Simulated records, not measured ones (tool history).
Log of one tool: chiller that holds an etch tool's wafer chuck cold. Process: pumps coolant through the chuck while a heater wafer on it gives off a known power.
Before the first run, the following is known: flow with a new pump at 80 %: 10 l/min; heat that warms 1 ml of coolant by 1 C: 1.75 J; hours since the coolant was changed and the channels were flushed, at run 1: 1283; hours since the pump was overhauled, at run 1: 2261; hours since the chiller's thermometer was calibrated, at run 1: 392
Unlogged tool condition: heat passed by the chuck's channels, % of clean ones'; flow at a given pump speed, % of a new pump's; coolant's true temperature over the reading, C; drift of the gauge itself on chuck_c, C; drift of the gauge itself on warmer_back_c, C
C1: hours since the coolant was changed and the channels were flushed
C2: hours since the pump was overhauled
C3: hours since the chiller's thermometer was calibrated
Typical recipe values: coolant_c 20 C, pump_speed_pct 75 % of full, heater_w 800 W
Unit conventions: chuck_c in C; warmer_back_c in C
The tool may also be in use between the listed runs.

run 1 day=0 | coolant_c=20 pump_speed_pct=75 heater_w=800 | C1=1283 C2=2261 C3=392 | chuck_c=26.58 warmer_back_c=2.95
run 2 day=3.667 | coolant_c=20 pump_speed_pct=75 heater_w=869 | C1=1371 C2=2349 C3=480 | chuck_c=27.27 warmer_back_c=3.23
run 3 day=6.958 | coolant_c=20 pump_speed_pct=75 heater_w=869 | C1=1450 C2=2428 C3=559 | chuck_c=27.27 warmer_back_c=3.24
run 4 day=10.292 | coolant_c=20 pump_speed_pct=75 heater_w=869 | C1=1530 C2=2508 C3=639 | chuck_c=27.29 warmer_back_c=3.25
run 5 day=12.188 | coolant_c=20 pump_speed_pct=98 heater_w=800 | C1=1575 C2=2554 C3=685 | chuck_c=25.43 warmer_back_c=2.29
run 6 day=16.15 | coolant_c=20 pump_speed_pct=98 heater_w=800 | C1=1670 C2=2649 C3=780 | chuck_c=25.52 warmer_back_c=2.3
run 7 day=20.146 | coolant_c=20 pump_speed_pct=98 heater_w=800 | C1=1766 C2=2744 C3=876 | chuck_c=25.47 warmer_back_c=2.27
run 8 day=22.188 | coolant_c=20 pump_speed_pct=98 heater_w=800 | C1=1815 C2=2793 C3=925 | chuck_c=25.54 warmer_back_c=2.28
run 9 day=25.4 | coolant_c=20 pump_speed_pct=98 heater_w=800 | C1=1892 C2=2871 C3=1002 | chuck_c=25.48 warmer_back_c=2.3
run 10 day=28.221 | coolant_c=20 pump_speed_pct=98 heater_w=864 | C1=1960 C2=2938 C3=1069 | chuck_c=25.99 warmer_back_c=2.47
run 11 day=31.754 | coolant_c=28 pump_speed_pct=93 heater_w=864 | C1=2045 C2=3023 C3=1154 | chuck_c=34.15 warmer_back_c=2.61

Run 12 is up next; what results do you expect?
run 12 day=33.829 | coolant_c=20 pump_speed_pct=87 heater_w=800 | C1=2095 C2=3073 C3=1204 | chuck_c=? warmer_back_c=?

chuck_c: 26.02 C
warmer_back_c: 2.61 C
Minus the tool's unlogged condition, the same run would have read chuck_c 25.79 C, warmer_back_c 2.55 C.
